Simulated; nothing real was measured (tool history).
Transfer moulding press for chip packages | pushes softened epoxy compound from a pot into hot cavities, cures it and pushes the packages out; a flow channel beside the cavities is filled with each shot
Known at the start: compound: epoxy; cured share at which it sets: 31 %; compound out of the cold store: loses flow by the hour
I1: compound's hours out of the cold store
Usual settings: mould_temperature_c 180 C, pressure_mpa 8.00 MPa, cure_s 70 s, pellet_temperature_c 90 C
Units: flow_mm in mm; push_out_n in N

{"run": 1, "hour": 0.0, "mould_temperature_c": 180, "pressure_mpa": 8.0, "cure_s": 70, "pellet_temperature_c": 90, "I1": 17.3, "flow_mm": 513, "push_out_n": 869}
{"run": 2, "hour": 26.9, "mould_temperature_c": 180, "pressure_mpa": 8.0, "cure_s": 70, "pellet_temperature_c": 90, "I1": 34.3, "flow_mm": 482, "push_out_n": 966}
{"hour": 62.0, "done": "cavities cleaned with cleaning compound and waxed"}
{"run": 3, "hour": 75.0, "mould_temperature_c": 180, "pressure_mpa": 7.4, "cure_s": 70, "pellet_temperature_c": 90, "I1": 14.2, "flow_mm": 497, "push_out_n": 730}
{"run": 4, "hour": 99.9, "mould_temperature_c": 175, "pressure_mpa": 8.0, "cure_s": 70, "pellet_temperature_c": 90, "I1": 27.1, "flow_mm": 493, "push_out_n": 1320}
{"run": 5, "hour": 123.2, "mould_temperature_c": 180, "pressure_mpa": 8.0, "cure_s": 70, "pellet_temperature_c": 90, "I1": 10.1, "flow_mm": 520, "push_out_n": 1084}
{"hour": 154.6, "done": "plunger's sealing rings changed"}
{"hour": 156.1, "done": "cavities cleaned with cleaning compound and waxed"}
{"run": 6, "hour": 161.8, "mould_temperature_c": 180, "pressure_mpa": 8.0, "cure_s": 70, "pellet_temperature_c": 90, "I1": 31.4, "flow_mm": 525, "push_out_n": 615}
{"run": 7, "hour": 217.3, "mould_temperature_c": 180, "pressure_mpa": 8.0, "cure_s": 70, "pellet_temperature_c": 90, "I1": 23.9, "flow_mm": 526, "push_out_n": 1023}
{"hour": 246.0, "done": "cavities cleaned with cleaning compound and waxed"}
{"run": 8, "hour": 273.5, "mould_temperature_c": 180, "pressure_mpa": 6.53, "cure_s": 70, "pellet_temperature_c": 90, "I1": 27.1, "flow_mm": 465, "push_out_n": 774}
{"run": 9, "hour": 313.1, "mould_temperature_c": 180, "pressure_mpa": 6.53, "cure_s": 70, "pellet_temperature_c": 90, "I1": 18.7, "flow_mm": 476, "push_out_n": 1076}
{"hour": 334.9, "done": "cavities cleaned with cleaning compound and waxed"}
{"run": 10, "hour": 359.4, "mould_temperature_c": 180, "pressure_mpa": 6.53, "cure_s": 70, "pellet_temperature_c": 90, "I1": 45.5, "flow_mm": 421, "push_out_n": 779}
{"run": 11, "hour": 392.7, "mould_temperature_c": 180, "pressure_mpa": 6.53, "cure_s": 70, "pellet_temperature_c": 90, "I1": 36.5, "flow_mm": 441, "push_out_n": 991}
{"hour": 422.5, "done": "cavities cleaned with cleaning compound and waxed"}
{"run": 12, "hour": 422.5, "mould_temperature_c": 180, "pressure_mpa": 8.64, "cure_s": 70, "pellet_temperature_c": 90, "I1": 30.0, "flow_mm": 517, "push_out_n": 544}
{"run": 13, "hour": 463.6, "mould_temperature_c": 180, "pressure_mpa": 8.0, "cure_s": 70, "pellet_temperature_c": 90, "I1": 24.7, "flow_mm": 498, "push_out_n": 907}
{"hour": 513.0, "done": "cavities cleaned with cleaning compound and waxed"}
{"run": 14, "hour": 518.2, "mould_temperature_c": 172, "pressure_mpa": 8.9, "cure_s": 55, "pellet_temperature_c": 85, "I1": 47.2, "flow_mm": 490, "push_out_n": 1638}
{"run": 15, "hour": 547.7, "mould_temperature_c": 180, "pressure_mpa": 7.92, "cure_s": 70, "pellet_temperature_c": 90, "I1": 39.6, "flow_mm": 461, "push_out_n": 854}
{"hour": 595.9, "done": "plunger's sealing rings changed"}
{"run": 16, "hour": 596.5, "mould_temperature_c": 180, "pressure_mpa": 7.92, "cure_s": 70, "pellet_temperature_c": 90, "I1": 33.8, "flow_mm": 509, "push_out_n": 1052}
{"hour": 606.0, "done": "cavities cleaned with cleaning compound and waxed"}
{"run": 17, "hour": 624.9, "mould_temperature_c": 180, "pressure_mpa": 8.0, "cure_s": 70, "pellet_temperature_c": 90, "I1": 11.7, "flow_mm": 563, "push_out_n": 774}
{"hour": 637.2, "done": "mould's thermocouples calibrated"}
{"run": 18, "hour": 656.5, "mould_temperature_c": 188, "pressure_mpa": 7.08, "cure_s": 98, "pellet_temperature_c": 92, "I1": 39.0, "flow_mm": 452, "push_out_n": 611}
{"run": 19, "hour": 681.0, "mould_temperature_c": 177, "pressure_mpa": 6.86, "cure_s": 100, "pellet_temperature_c": 94, "I1": 13.6, "flow_mm": 510, "push_out_n": 729}
{"hour": 695.4, "done": "cavities cleaned with cleaning compound and waxed"}
{"run": 20, "hour": 717.5, "mould_temperature_c": 180, "pressure_mpa": 8.0, "cure_s": 71, "pellet_temperature_c": 90, "I1": 24.3, "flow_mm": 523, "push_out_n": 761}
{"run": 21, "hour": 764.9, "mould_temperature_c": 175, "pressure_mpa": 6.55, "cure_s": 103, "pellet_temperature_c": 80, "I1": 45.4, "flow_mm": 436, "push_out_n": 727}
{"hour": 782.9, "done": "cavities cleaned with cleaning compound and waxed"}
{"run": 22, "hour": 791.9, "mould_temperature_c": 177, "pressure_mpa": 8.0, "cure_s": 70, "pellet_temperature_c": 82, "I1": 38.4, "flow_mm": 493, "push_out_n": 811}
{"run": 23, "hour": 833.3, "mould_temperature_c": 180, "pressure_mpa": 8.0, "cure_s": 62, "pellet_temperature_c": 97, "I1": 47.1, "flow_mm": 465, "push_out_n": 1180}
{"hour": 871.4, "done": "cavities cleaned with cleaning compound and waxed"}
{"run": 24, "hour": 876.0, "mould_temperature_c": 180, "pressure_mpa": 9.06, "cure_s": 83, "pellet_temperature_c": 90, "I1": 12.0, "flow_mm": 554, "push_out_n": 466}
{"run": 25, "hour": 930.4, "mould_temperature_c": 182, "pressure_mpa": 8.1, "cure_s": 70, "pellet_temperature_c": 90, "I1": 11.5, "flow_mm": 522, "push_out_n": 923}

Forecast each of these 3 alternatives for the next run:
{"run": "A", "hour": 954.6, "mould_temperature_c": 182, "pressure_mpa": 8.1, "cure_s": 103, "pellet_temperature_c": 90, "I1": 12.7, "flow_mm": "?", "push_out_n": "?"}
{"run": "B", "hour": 954.6, "mould_temperature_c": 183, "pressure_mpa": 7.87, "cure_s": 70, "pellet_temperature_c": 90, "I1": 23.3, "flow_mm": "?", "push_out_n": "?"}
{"run": "C", "hour": 954.6, "mould_temperature_c": 178, "pressure_mpa": 9.35, "cure_s": 87, "pellet_temperature_c": 90, "I1": 23.7, "flow_mm": "?", "push_out_n": "?"}

run=A flow_mm=517 push_out_n=702
run=B flow_mm=484 push_out_n=900
run=C flow_mm=534 push_out_n=835
Without the tool's hidden state the same runs would have given:
run=A flow_mm=561 push_out_n=360
run=B flow_mm=525 push_out_n=481
run=C flow_mm=579 push_out_n=440
